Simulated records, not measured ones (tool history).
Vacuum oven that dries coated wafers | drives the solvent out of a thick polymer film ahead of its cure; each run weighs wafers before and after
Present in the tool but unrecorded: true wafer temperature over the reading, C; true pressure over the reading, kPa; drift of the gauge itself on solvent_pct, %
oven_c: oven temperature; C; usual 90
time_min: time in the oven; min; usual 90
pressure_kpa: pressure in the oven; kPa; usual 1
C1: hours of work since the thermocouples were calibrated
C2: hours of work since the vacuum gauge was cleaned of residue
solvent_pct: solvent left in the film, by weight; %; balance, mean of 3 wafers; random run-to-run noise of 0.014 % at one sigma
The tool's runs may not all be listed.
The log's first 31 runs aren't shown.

run 32 hour=1285.9 | oven_c=76 time_min=90 pressure_kpa=2.11 | C1=1055 C2=410 | solvent_pct=5.44
run 33 hour=1321.7 | oven_c=86 time_min=59 pressure_kpa=2.91 | C1=1081 C2=437 | solvent_pct=4.52
run 34 hour=1348.3 | oven_c=88 time_min=82 pressure_kpa=0.51 | C1=1101 C2=456 | solvent_pct=1.97
run 35 hour=1389.9 | oven_c=90 time_min=94 pressure_kpa=1 | C1=1131 C2=487 | solvent_pct=1.36
run 36 hour=1447 | oven_c=90 time_min=94 pressure_kpa=1 | C1=1173 C2=528 | solvent_pct=1.35
run 37 hour=1476.8 | oven_c=90 time_min=94 pressure_kpa=1 | C1=1195 C2=550 | solvent_pct=1.35
run 38 hour=1507 | oven_c=102 time_min=52 pressure_kpa=0.52 | C1=1217 C2=572 | solvent_pct=0.9
run 39 hour=1543.9 | oven_c=90 time_min=85 pressure_kpa=1.42 | C1=1244 C2=600 | solvent_pct=1.72
run 40 hour=1571.8 | oven_c=94 time_min=117 pressure_kpa=3.39 | C1=1265 C2=620 | solvent_pct=1.29
run 41 hour=1627.5 | oven_c=92 time_min=117 pressure_kpa=3.84 | C1=1305 C2=661 | solvent_pct=1.64
run 42 hour=1663.1 | oven_c=92 time_min=117 pressure_kpa=3.84 | C1=1332 C2=687 | solvent_pct=1.61
run 43 hour=1706.4 | oven_c=89 time_min=154 pressure_kpa=0.99 | C1=1363 C2=719 | solvent_pct=0.66

Estimate the outcome of run 44 from the log above:
run 44 hour=1756.6 | oven_c=89 time_min=154 pressure_kpa=0.99 | C1=1400 C2=755 | solvent_pct=?

solvent_pct: 0.66 %
On a tool with no hidden condition, and with the same random variation, this run would have come out at solvent_pct 0.71 %.
